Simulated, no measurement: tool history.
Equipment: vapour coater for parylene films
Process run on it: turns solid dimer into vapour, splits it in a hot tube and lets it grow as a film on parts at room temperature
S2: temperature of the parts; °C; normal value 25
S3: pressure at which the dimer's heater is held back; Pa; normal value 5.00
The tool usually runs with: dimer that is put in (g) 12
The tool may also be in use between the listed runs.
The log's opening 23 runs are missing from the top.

Run 24, day 24.112: usual settings but dimer that is put in (g) 10, S2 31 °C, S3 11.02 Pa. Result: thickness of the film (µm) 4.83.
Run 25, day 25.329: usual settings but dimer that is put in (g) 11, S2 32 °C, S3 2.46 Pa. Result: thickness of the film (µm) 7.20.
At day 26.112: trap's valve overhauled.
Run 26, day 26.450: usual settings but dimer that is put in (g) 14, S2 18 °C. Result: thickness of the film (µm) 15.31.
Run 27, day 27.779: usual settings but dimer that is put in (g) 14, S2 18 °C. Result: thickness of the film (µm) 15.41.
Run 28, day 28.571: usual settings but dimer that is put in (g) 6, S2 35 °C, S3 9.09 Pa. Result: thickness of the film (µm) 2.73.
Run 29, day 29.312: usual settings but dimer that is put in (g) 9, S2 23 °C, S3 6.97 Pa. Result: thickness of the film (µm) 7.51.
Run 30, day 29.908: usual settings but dimer that is put in (g) 9, S2 23 °C, S3 6.97 Pa. Result: thickness of the film (µm) 7.57.
Run 31, day 30.821: usual settings but S3 10.34 Pa. Result: thickness of the film (µm) 8.24.
Run 32, day 31.862: usual settings but dimer that is put in (g) 16, S2 22 °C, S3 4.30 Pa. Result: thickness of the film (µm) 15.45.
Run 33, day 32.638: usual settings but dimer that is put in (g) 19, S2 31 °C, S3 4.30 Pa. Result: thickness of the film (µm) 11.95.
Run 34, day 33.450: usual settings but dimer that is put in (g) 19, S2 31 °C, S3 4.30 Pa. Result: thickness of the film (µm) 11.92.
Run 35, day 34.646: usual settings but dimer that is put in (g) 9, S3 2.09 Pa. Result: thickness of the film (µm) 8.85.

Below are 5 alternative next runs, each starting from the tool's condition after run 35. Predict each:
Run A, day 35.333: usual settings but S3 7.56 Pa. Result: thickness of the film (µm) ?.
Run B, day 35.333: usual settings but dimer that is put in (g) 13, S2 30 °C, S3 3.76 Pa. Result: thickness of the film (µm) ?.
Run C, day 35.333: usual settings but S3 8.90 Pa. Result: thickness of the film (µm) ?.
Run D, day 35.333: usual settings but dimer that is put in (g) 8, S2 29 °C, S3 4.67 Pa. Result: thickness of the film (µm) ?.
Run E, day 35.333: usual settings but dimer that is put in (g) 22. Result: thickness of the film (µm) ?.

run  thickness of the film (µm)
  A                        8.88
  B                        8.89
  C                        8.47
  D                        5.36
  E                       17.77
Had the tool no hidden state, the same runs would have come out as:
run  thickness of the film (µm)
  A                        9.02
  B                        9.03
  C                        8.60
  D                        5.45
  E                       18.05
